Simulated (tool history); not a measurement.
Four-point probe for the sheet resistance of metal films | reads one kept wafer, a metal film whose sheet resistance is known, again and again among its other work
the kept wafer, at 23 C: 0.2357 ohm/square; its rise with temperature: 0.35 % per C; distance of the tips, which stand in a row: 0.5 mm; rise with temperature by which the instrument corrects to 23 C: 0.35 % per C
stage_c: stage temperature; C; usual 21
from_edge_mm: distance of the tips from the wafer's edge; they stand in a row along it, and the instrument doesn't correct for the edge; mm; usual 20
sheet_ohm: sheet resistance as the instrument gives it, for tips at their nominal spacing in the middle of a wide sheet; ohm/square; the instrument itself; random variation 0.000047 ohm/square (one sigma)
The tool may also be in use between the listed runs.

Run 1, day 0.000: usual settings. Result: sheet_ohm 0.237333 ohm/square.
Run 2, day 1.871: usual settings. Result: sheet_ohm 0.237283 ohm/square.
Run 3, day 3.679: usual settings. Result: sheet_ohm 0.237335 ohm/square.
Run 4, day 5.225: usual settings. Result: sheet_ohm 0.237335 ohm/square.
Run 5, day 7.117: usual settings. Result: sheet_ohm 0.237415 ohm/square.
Run 6, day 8.183: usual settings. Result: sheet_ohm 0.237407 ohm/square.
Run 7, day 9.379: usual settings. Result: sheet_ohm 0.237547 ohm/square.
Run 8, day 10.783: usual settings. Result: sheet_ohm 0.237452 ohm/square.
Run 9, day 11.938: usual settings. Result: sheet_ohm 0.237520 ohm/square.
Run 10, day 13.321: usual settings but stage_c 24 C. Result: sheet_ohm 0.237403 ohm/square.
Run 11, day 15.158: usual settings. Result: sheet_ohm 0.237568 ohm/square.
Run 12, day 16.888: usual settings. Result: sheet_ohm 0.237719 ohm/square.
Run 13, day 18.346: usual settings but stage_c 32 C. Result: sheet_ohm 0.237527 ohm/square.
Run 14, day 20.138: usual settings but stage_c 22 C. Result: sheet_ohm 0.237727 ohm/square.
Run 15, day 21.383: usual settings but stage_c 22 C. Result: sheet_ohm 0.237720 ohm/square.
Run 16, day 23.579: usual settings but stage_c 22 C. Result: sheet_ohm 0.237766 ohm/square.
Run 17, day 24.817: usual settings but stage_c 22 C. Result: sheet_ohm 0.237759 ohm/square.
At day 25.021: stage's thermometer calibrated.
Run 18, day 26.929: usual settings but stage_c 22 C. Result: sheet_ohm 0.237913 ohm/square.
Run 19, day 28.188: usual settings. Result: sheet_ohm 0.237880 ohm/square.
Run 20, day 29.654: usual settings. Result: sheet_ohm 0.237999 ohm/square.
Run 21, day 31.012: usual settings. Result: sheet_ohm 0.238014 ohm/square.
At day 31.338: stage's thermometer calibrated, once more.
Run 22, day 33.167: usual settings but stage_c 31 C. Result: sheet_ohm 0.237533 ohm/square.

The next listed run, before its measurement:
Run 23, day 34.600: usual settings but stage_c 31 C. Result: sheet_ohm ?.

sheet_ohm: 0.237575 ohm/square
Without the tool's hidden state the same run would have given sheet_ohm 0.235733 ohm/square.
